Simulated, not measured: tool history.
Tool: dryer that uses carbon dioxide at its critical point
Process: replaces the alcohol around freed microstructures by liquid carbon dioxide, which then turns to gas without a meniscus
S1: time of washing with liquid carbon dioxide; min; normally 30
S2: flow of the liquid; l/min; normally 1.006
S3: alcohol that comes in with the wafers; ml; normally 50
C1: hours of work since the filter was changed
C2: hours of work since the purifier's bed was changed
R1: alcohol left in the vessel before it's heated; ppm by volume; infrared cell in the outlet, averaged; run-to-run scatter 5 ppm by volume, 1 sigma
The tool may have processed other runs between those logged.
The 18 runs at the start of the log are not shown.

run 19 hour=157.3 | S1=30 S2=1.006 S3=33 | C1=21 C2=439 | R1=71
run 20 hour=166.4 | S1=43 S2=1.52 S3=38 | C1=28 C2=446 | R1=49
run 21 hour=172.6 | S1=34 S2=1.52 S3=39 | C1=32 C2=451 | R1=40
run 22 hour=180.8 | S1=34 S2=1.52 S3=39 | C1=39 C2=457 | R1=43
run 23 hour=187.5 | S1=31 S2=1.11 S3=50 | C1=44 C2=462 | R1=68
run 24 hour=195.3 | S1=31 S2=1.11 S3=50 | C1=50 C2=468 | R1=75
run 25 hour=205.2 | S1=31 S2=0.71 S3=55 | C1=58 C2=476 | R1=292
run 26 hour=216 | S1=28 S2=0.95 S3=99 | C1=66 C2=484 | R1=230
run 27 hour=221.7 | S1=28 S2=0.95 S3=99 | C1=70 C2=489 | R1=220
run 28 hour=228.1 | S1=41 S2=1.64 S3=50 | C1=75 C2=493 | R1=52
run 29 hour=239.1 | S1=41 S2=1.64 S3=50 | C1=84 C2=502 | R1=55
run 30 hour=245.7 | S1=41 S2=1.51 S3=24 | C1=89 C2=507 | R1=48
run 31 hour=253.6 | S1=41 S2=1.51 S3=24 | C1=95 C2=513 | R1=57
run 32 hour=259.5 | S1=41 S2=1.51 S3=24 | C1=100 C2=518 | R1=55
run 33 hour=267 | S1=30 S2=0.67 S3=31 | C1=105 C2=524 | R1=257
run 34 hour=277.8 | S1=30 S2=0.67 S3=31 | C1=114 C2=532 | R1=264
run 35 hour=286.7 | S1=30 S2=0.67 S3=57 | C1=121 C2=539 | R1=425
run 36 hour=296.3 | S1=31 S2=1.48 S3=30 | C1=128 C2=546 | R1=67

Consider 3 possible next runs. They are alternatives, not a sequence: every one starts from the tool as it was left by run 36. What does each give?
run A hour=306.6 | S1=21 S2=0.62 S3=50 | C1=136 C2=554 | R1=?
run B hour=306.6 | S1=25 S2=1.006 S3=60 | C1=136 C2=554 | R1=?
run C hour=306.6 | S1=43 S2=1.25 S3=30 | C1=136 C2=554 | R1=?

run=A R1=1224
run=B R1=210
run=C R1=64
Stripped of hidden state, with their random variation kept, the same runs would have yielded:
run=A R1=1049
run=B R1=129
run=C R1=11

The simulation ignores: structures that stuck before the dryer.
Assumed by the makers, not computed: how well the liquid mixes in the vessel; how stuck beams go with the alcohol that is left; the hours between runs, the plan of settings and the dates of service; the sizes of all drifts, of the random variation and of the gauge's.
